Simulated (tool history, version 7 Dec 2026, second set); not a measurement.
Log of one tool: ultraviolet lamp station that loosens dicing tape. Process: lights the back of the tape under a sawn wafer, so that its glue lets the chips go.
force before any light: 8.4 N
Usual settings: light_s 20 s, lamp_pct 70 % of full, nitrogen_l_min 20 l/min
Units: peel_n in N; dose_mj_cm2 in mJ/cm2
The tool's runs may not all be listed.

Run 1, day 0: usual settings. Result: peel_n 0.537 N, dose_mj_cm2 255 mJ/cm2.
Run 2, day 0.467: usual settings. Result: peel_n 0.548 N, dose_mj_cm2 253 mJ/cm2.
Run 3, day 0.908: usual settings but light_s 13 s. Result: peel_n 1.346 N, dose_mj_cm2 165 mJ/cm2.
Run 4, day 1.325: usual settings but light_s 13 s. Result: peel_n 1.371 N, dose_mj_cm2 163 mJ/cm2.
Run 5, day 1.625: usual settings but nitrogen_l_min 18 l/min. Result: peel_n 0.623 N, dose_mj_cm2 250 mJ/cm2.
Run 6, day 1.904: usual settings but nitrogen_l_min 18 l/min. Result: peel_n 0.607 N, dose_mj_cm2 247 mJ/cm2.
Run 7, day 2.538: usual settings but nitrogen_l_min 18 l/min. Result: peel_n 0.624 N, dose_mj_cm2 251 mJ/cm2.
Run 8, day 2.883: usual settings but light_s 30 s, lamp_pct 73 % of full, nitrogen_l_min 18 l/min. Result: peel_n 0.203 N, dose_mj_cm2 385 mJ/cm2.
Run 9, day 3.362: usual settings but light_s 14 s, lamp_pct 96 % of full, nitrogen_l_min 33 l/min. Result: peel_n 0.392 N, dose_mj_cm2 238 mJ/cm2.
Run 10, day 3.658: usual settings but light_s 14 s, lamp_pct 96 % of full, nitrogen_l_min 33 l/min. Result: peel_n 0.387 N, dose_mj_cm2 236 mJ/cm2.
Run 11, day 3.996: usual settings but light_s 28 s, lamp_pct 83 % of full, nitrogen_l_min 14 l/min. Result: peel_n 0.205 N, dose_mj_cm2 405 mJ/cm2.
Run 12, day 4.542: usual settings but light_s 17 s, nitrogen_l_min 33 l/min. Result: peel_n 0.554 N, dose_mj_cm2 208 mJ/cm2.
Run 13, day 5.212: usual settings but light_s 34 s, lamp_pct 81 % of full. Result: peel_n 0.103 N, dose_mj_cm2 478 mJ/cm2.

Hidden state or all else? Some run-to-run changes of peel_n, split into what the settings, what came in and random variation would give without the hidden state, and what is left for the hidden state (with any gauge scatter that isn't in both results):
The hidden state here: lamp's light, % of a new lamp's; light that the window lets through, % of a clean one's; drift of the gauge itself on peel_n, %; drift of the gauge itself on dose_mj_cm2, %.
Run 2 -> 3: light_s 20 -> 13. peel_n +0.798 N: hidden state +0.054, all else +0.744.
Run 12 -> 13: light_s 17 -> 34, lamp_pct 70 -> 81, nitrogen_l_min 33 -> 20. peel_n -0.451 N: hidden state -0.087, all else -0.364.
